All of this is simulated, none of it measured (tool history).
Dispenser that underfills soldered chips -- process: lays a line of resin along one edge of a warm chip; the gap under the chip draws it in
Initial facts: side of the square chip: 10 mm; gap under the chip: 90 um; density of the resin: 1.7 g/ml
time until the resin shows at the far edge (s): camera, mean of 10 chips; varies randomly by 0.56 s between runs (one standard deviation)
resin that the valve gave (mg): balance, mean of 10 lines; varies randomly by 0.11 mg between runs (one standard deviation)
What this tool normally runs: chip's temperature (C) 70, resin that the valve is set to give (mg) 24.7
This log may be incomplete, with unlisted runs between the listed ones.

run   hour  chip's temperature (C)  resin that the valve is set to give (mg)  time until the resin shows at the far edge (s)  resin that the valve gave (mg)
  1      0                      70                                      24.7                                            50.7                           23.47
  2    7.2                      70                                      24.7                                            61.2                           23.29
  3   16.8                      70                                      24.7                                              53                           24.74
  4   26.7                      71                                      24.7                                            45.1                           24.57
  5     37                      71                                      24.7                                            59.5                           24.31
  6   42.3                      71                                      24.7                                            47.3                           24.17
  7   47.3                      71                                      24.7                                            54.1                           24.23
  8   57.4                      71                                      24.7                                            49.7                           23.99
  9   62.3                      71                                        29                                            54.6                           27.92
 10     74                      75                                      31.1                                            44.4                           29.76
 11   84.3                      85                                      21.9                                            31.1                           20.67
 12   94.1                      85                                      21.9                                            41.1                            20.7
 13  105.6                      70                                      21.5                                            57.9                            21.5
 14  111.3                      83                                      27.9                                              30                           27.79
 15  121.3                      69                                      24.7                                            62.9                           24.54
 16  127.7                      76                                        30                                              40                           29.41
 17  134.8                      84                                      29.5                                            38.4                           28.96

Between the runs listed above, the log contained 11 entries, not reproduced here. Where in the sequence does each belong, and how does what the log doesn't record of the tool's condition differ from the listed run before to the listed run after?
Runs 2 to 3: new syringe of resin (hour 10.4); dispensing valve cleaned and set on the balance (hour 14.8)
  resin's viscosity, % of fresh resin's: 134.5 -> 118; dose that the valve gives, % of what is set: 94.23 -> 99.9; true chip temperature over the reading, C: 0.9 -> 0.96
  what was measured, less what the result would be without the hidden state, time until the resin shows at the far edge (s): +14.7 -> +6.7; resin that the valve gave (mg): -1.43 -> -0.02
Runs 3 to 4: new syringe of resin (hour 25.3)
  resin's viscosity, % of fresh resin's: 118 -> 103.6; dose that the valve gives, % of what is set: 99.9 -> 99.21; true chip temperature over the reading, C: 0.96 -> 1.01
  what was measured, less what the result would be without the hidden state, time until the resin shows at the far edge (s): +6.7 -> +0.1; resin that the valve gave (mg): -0.02 -> -0.2
Runs 5 to 6: new syringe of resin (hour 39.3)
  resin's viscosity, % of fresh resin's: 137.2 -> 108.4; dose that the valve gives, % of what is set: 98.45 -> 98.1; true chip temperature over the reading, C: 1.08 -> 1.11
  what was measured, less what the result would be without the hidden state, time until the resin shows at the far edge (s): +14.8 -> +2.1; resin that the valve gave (mg): -0.38 -> -0.46
Runs 7 to 8: new syringe of resin (hour 53.7)
  resin's viscosity, % of fresh resin's: 124.1 -> 110.1; dose that the valve gives, % of what is set: 97.71 -> 96.99; true chip temperature over the reading, C: 1.14 -> 1.21
  what was measured, less what the result would be without the hidden state, time until the resin shows at the far edge (s): +9 -> +2.9; resin that the valve gave (mg): -0.56 -> -0.74
Runs 9 to 10: new syringe of resin (hour 67.4)
  resin's viscosity, % of fresh resin's: 125.9 -> 118.3; dose that the valve gives, % of what is set: 96.63 -> 95.74; true chip temperature over the reading, C: 1.24 -> 1.31
  what was measured, less what the result would be without the hidden state, time until the resin shows at the far edge (s): +9.5 -> +5.3; resin that the valve gave (mg): -0.97 -> -1.32
Runs 10 to 11: new syringe of resin (hour 81.4)
  resin's viscosity, % of fresh resin's: 118.3 -> 108.9; dose that the valve gives, % of what is set: 95.74 -> 95.04; true chip temperature over the reading, C: 1.31 -> 1.37
  what was measured, less what the result would be without the hidden state, time until the resin shows at the far edge (s): +5.3 -> +1.7; resin that the valve gave (mg): -1.32 -> -1.08
Runs 12 to 13: new syringe of resin (hour 95.4); dispensing valve cleaned and set on the balance (hour 105.6)
  resin's viscosity, % of fresh resin's: 142.2 -> 126.1; dose that the valve gives, % of what is set: 94.31 -> 100.03; true chip temperature over the reading, C: 1.43 -> 1.49
  what was measured, less what the result would be without the hidden state, time until the resin shows at the far edge (s): +11.4 -> +9.7; resin that the valve gave (mg): -1.24 -> +0.01
Runs 13 to 14: new syringe of resin (hour 110.5)
  resin's viscosity, % of fresh resin's: 126.1 -> 102.1; dose that the valve gives, % of what is set: 100.03 -> 99.66; true chip temperature over the reading, C: 1.49 -> 1.52
  what was measured, less what the result would be without the hidden state, time until the resin shows at the far edge (s): +9.7 -> -0.8; resin that the valve gave (mg): +0.01 -> -0.1
Runs 15 to 16: new syringe of resin (hour 124.3)
  resin's viscosity, % of fresh resin's: 134 -> 110; dose that the valve gives, % of what is set: 98.92 -> 98.5; true chip temperature over the reading, C: 1.59 -> 1.63
  what was measured, less what the result would be without the hidden state, time until the resin shows at the far edge (s): +13.4 -> +1.7; resin that the valve gave (mg): -0.27 -> -0.44
